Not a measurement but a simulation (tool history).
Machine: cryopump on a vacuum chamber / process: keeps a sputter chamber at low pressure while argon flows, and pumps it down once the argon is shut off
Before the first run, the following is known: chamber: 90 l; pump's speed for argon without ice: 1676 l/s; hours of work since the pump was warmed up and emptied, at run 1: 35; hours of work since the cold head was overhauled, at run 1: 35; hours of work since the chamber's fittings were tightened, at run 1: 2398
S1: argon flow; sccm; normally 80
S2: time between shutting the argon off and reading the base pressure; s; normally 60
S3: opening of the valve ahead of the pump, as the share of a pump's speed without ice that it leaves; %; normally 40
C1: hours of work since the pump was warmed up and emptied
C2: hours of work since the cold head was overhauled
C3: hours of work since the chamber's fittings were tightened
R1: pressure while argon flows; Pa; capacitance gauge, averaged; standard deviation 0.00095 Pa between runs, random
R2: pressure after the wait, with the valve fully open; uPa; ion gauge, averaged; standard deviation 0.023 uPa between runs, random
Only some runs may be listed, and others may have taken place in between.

Run 1, day 0: usual settings; C1 35; C2 35; C3 2398. Result: R1 0.2031 Pa, R2 1.06 uPa.
Run 2, day 0.475: usual settings; C1 40; C2 40; C3 2404. Result: R1 0.2028 Pa, R2 1.06 uPa.
Run 3, day 0.854: usual settings; C1 45; C2 45; C3 2408. Result: R1 0.2048 Pa, R2 1.03 uPa.
Run 4, day 1.367: usual settings; C1 50; C2 50; C3 2413. Result: R1 0.2049 Pa, R2 1.04 uPa.
Run 5, day 1.833: usual settings; C1 55; C2 55; C3 2418. Result: R1 0.2049 Pa, R2 1.06 uPa.
Run 6, day 2.358: usual settings; C1 61; C2 61; C3 2424. Result: R1 0.204 Pa, R2 1.06 uPa.
Run 7, day 2.867: usual settings but S1 123 sccm; C1 66; C2 66; C3 2429. Result: R1 0.3149 Pa, R2 1.07 uPa.
Run 8, day 3.475: usual settings but S1 123 sccm; C1 73; C2 73; C3 2436. Result: R1 0.3161 Pa, R2 1.04 uPa.
Run 9, day 3.992: usual settings but S1 56 sccm; C1 78; C2 78; C3 2441. Result: R1 0.1426 Pa, R2 1.06 uPa.
Run 10, day 4.654: usual settings but S1 56 sccm; C1 85; C2 85; C3 2448. Result: R1 0.1437 Pa, R2 1.07 uPa.
Run 11, day 5.242: usual settings but S1 56 sccm; C1 92; C2 92; C3 2455. Result: R1 0.1445 Pa, R2 1.03 uPa.
Run 12, day 5.525: usual settings but S1 159 sccm, S2 22 s, S3 58 %; C1 95; C2 95; C3 2458. Result: R1 0.2858 Pa, R2 2.12 uPa.
Run 13, day 5.812: usual settings but S2 197 s, S3 53 %; C1 98; C2 98; C3 2461. Result: R1 0.1544 Pa, R2 0.63 uPa.
Run 14, day 6.179: usual settings but S2 197 s, S3 53 %; C1 102; C2 102; C3 2465. Result: R1 0.1563 Pa, R2 0.57 uPa.
Run 15, day 6.638: usual settings but S2 197 s, S3 53 %; C1 107; C2 107; C3 2470. Result: R1 0.1589 Pa, R2 0.62 uPa.
Run 16, day 7.271: usual settings but S1 85 sccm, S2 275 s; C1 113; C2 113; C3 2477. Result: R1 0.2195 Pa, R2 0.57 uPa.
Run 17, day 7.879: usual settings but S1 85 sccm, S2 134 s, S3 32 %; C1 120; C2 120; C3 2483. Result: R1 0.2766 Pa, R2 0.66 uPa.
Run 18, day 8.262: usual settings but S1 34 sccm, S2 250 s, S3 32 %; C1 124; C2 124; C3 2487. Result: R1 0.1094 Pa, R2 0.6 uPa.
Run 19, day 8.875: usual settings but S1 36 sccm, S2 250 s, S3 31 %; C1 131; C2 131; C3 2494. Result: R1 0.1197 Pa, R2 0.58 uPa.
Run 20, day 9.55: usual settings but S1 36 sccm, S2 250 s, S3 31 %; C1 138; C2 138; C3 2501. Result: R1 0.1206 Pa, R2 0.6 uPa.
Run 21, day 9.971: usual settings but S2 43 s; C1 142; C2 142; C3 2506. Result: R1 0.2097 Pa, R2 1.32 uPa.

Run by run, hidden condition taken away, random variation retained:
The tool's hidden condition here consists of: pump's speed, % of a pump's without ice; cold plate's temperature, K; leak into the chamber, uPa l/s; drift of the gauge itself on working_pa, %; drift of the gauge itself on base_upa, %.
run      R1    R2
  1   0.201  0.83
  2  0.2005  0.84
  3  0.2023  0.81
  4  0.2022  0.81
  5   0.202  0.83
  6  0.2009  0.83
  7  0.3097  0.84
  8  0.3104   0.8
  9  0.1399  0.82
 10  0.1408  0.83
 11  0.1414   0.8
 12  0.2767  1.88
 13  0.1498  0.38
 14  0.1514  0.33
 15  0.1538  0.37
 16  0.2138  0.32
 17  0.2705  0.41
 18  0.1069  0.34
 19   0.117  0.32
 20  0.1176  0.34
 21   0.203  1.06
